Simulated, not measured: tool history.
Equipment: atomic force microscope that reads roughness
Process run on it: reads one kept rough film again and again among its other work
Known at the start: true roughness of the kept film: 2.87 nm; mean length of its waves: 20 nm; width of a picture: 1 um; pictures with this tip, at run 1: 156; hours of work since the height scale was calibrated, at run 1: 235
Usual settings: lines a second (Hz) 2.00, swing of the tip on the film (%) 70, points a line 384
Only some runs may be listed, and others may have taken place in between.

| run | day | lines a second (Hz) | swing of the tip on the film (%) | points a line | pictures with this tip | hours of work since the height scale was calibrated | roughness of the kept film (nm (root mean square)) |
|---|---|---|---|---|---|---|---|
| 1 | 0.000 | 2.00 | 70 | 384 | 156 | 235 | 2.216 |
| 2 | 0.321 | 2.00 | 70 | 384 | 177 | 241 | 2.221 |
|  | 0.817 | new tip fitted |
| 3 | 0.921 | 2.00 | 75 | 384 | 7 | 252 | 2.156 |
| 4 | 1.212 | 2.00 | 75 | 384 | 25 | 257 | 2.153 |
| 5 | 1.792 | 2.46 | 70 | 384 | 62 | 268 | 2.180 |
| 6 | 2.262 | 2.00 | 70 | 384 | 92 | 277 | 2.210 |
| 7 | 2.692 | 2.00 | 70 | 384 | 119 | 285 | 2.208 |
| 8 | 3.046 | 2.15 | 70 | 384 | 142 | 292 | 2.213 |
| 9 | 3.488 | 2.00 | 70 | 384 | 170 | 300 | 2.219 |
|  | 4.054 | new tip fitted |
| 10 | 4.071 | 2.00 | 70 | 384 | 1 | 311 | 2.212 |
| 11 | 4.504 | 2.00 | 70 | 384 | 28 | 319 | 2.225 |
| 12 | 4.850 | 2.00 | 70 | 384 | 50 | 326 | 2.216 |
| 13 | 5.321 | 2.00 | 70 | 384 | 80 | 335 | 2.218 |
| 14 | 5.746 | 2.00 | 70 | 281 | 107 | 343 | 2.173 |
| 15 | 6.117 | 2.00 | 70 | 384 | 131 | 350 | 2.213 |
| 16 | 6.417 | 2.00 | 70 | 384 | 150 | 356 | 2.221 |
| 17 | 6.833 | 2.00 | 70 | 384 | 176 | 364 | 2.218 |
|  | 7.338 | new tip fitted |
| 18 | 7.404 | 2.00 | 70 | 384 | 4 | 374 | 2.221 |
| 19 | 7.838 | 2.00 | 70 | 384 | 32 | 382 | 2.228 |
| 20 | 8.104 | 2.00 | 70 | 384 | 49 | 388 | 2.233 |
| 21 | 8.521 | 2.00 | 70 | 384 | 75 | 395 | 2.210 |
| 22 | 9.071 | 2.00 | 70 | 384 | 111 | 406 | 2.238 |
| 23 | 9.562 | 2.00 | 70 | 384 | 142 | 415 | 2.220 |
| 24 | 10.033 | 2.00 | 63 | 384 | 172 | 424 | 2.301 |
|  | 10.608 | new tip fitted |
| 25 | 10.671 | 2.00 | 70 | 384 | 4 | 436 | 2.228 |
| 26 | 11.108 | 2.00 | 70 | 384 | 32 | 444 | 2.234 |
| 27 | 11.688 | 2.00 | 70 | 980 | 69 | 455 | 2.262 |
| 28 | 11.979 | 0.54 | 70 | 309 | 87 | 461 | 2.369 |
| 29 | 12.329 | 1.23 | 66 | 500 | 109 | 467 | 2.373 |
| 30 | 12.838 | 0.61 | 57 | 384 | 142 | 477 | 2.430 |
| 31 | 13.288 | 1.27 | 73 | 813 | 171 | 486 | 2.295 |
|  | 13.900 | new tip fitted |
| 32 | 13.921 | 1.53 | 60 | 698 | 1 | 497 | 2.402 |
| 33 | 14.350 | 1.53 | 71 | 318 | 29 | 506 | 2.249 |
| 34 | 14.842 | 0.96 | 65 | 384 | 60 | 515 | 2.374 |
| 35 | 15.333 | 2.09 | 89 | 472 | 91 | 524 | 1.898 |
| 36 | 15.675 | 2.09 | 89 | 472 | 113 | 531 | 1.909 |
| 37 | 16.171 | 1.94 | 89 | 472 | 145 | 540 | 1.935 |
| 38 | 16.750 | 1.94 | 89 | 472 | 182 | 551 | 1.938 |
| 39 | 17.062 | 0.73 | 58 | 428 | 201 | 557 | 2.424 |
|  | 17.162 | new tip fitted |
| 40 | 17.546 | 0.69 | 70 | 379 | 25 | 566 | 2.376 |
| 41 | 18.021 | 0.95 | 67 | 842 | 55 | 575 | 2.400 |
| 42 | 18.562 | 1.74 | 57 | 451 | 89 | 585 | 2.374 |
| 43 | 19.129 | 0.59 | 62 | 360 | 126 | 596 | 2.423 |
| 44 | 19.700 | 0.93 | 85 | 384 | 162 | 607 | 2.208 |
| 45 | 20.358 | 0.93 | 64 | 384 | 204 | 619 | 2.370 |
|  | 20.412 | new tip fitted |
| 46 | 20.971 | 0.51 | 82 | 574 | 35 | 631 | 2.376 |
| 47 | 21.271 | 0.51 | 82 | 574 | 55 | 636 | 2.362 |

Predict the results of run 48:
| 48 | 21.579 | 2.24 | 82 | 369 | 74 | 642 | ? |

Logged for run 48: roughness of the kept film (nm (root mean square)) 2.011.
Had the tool carried no hidden state, the very same run would have given roughness of the kept film (nm (root mean square)) 2.014.
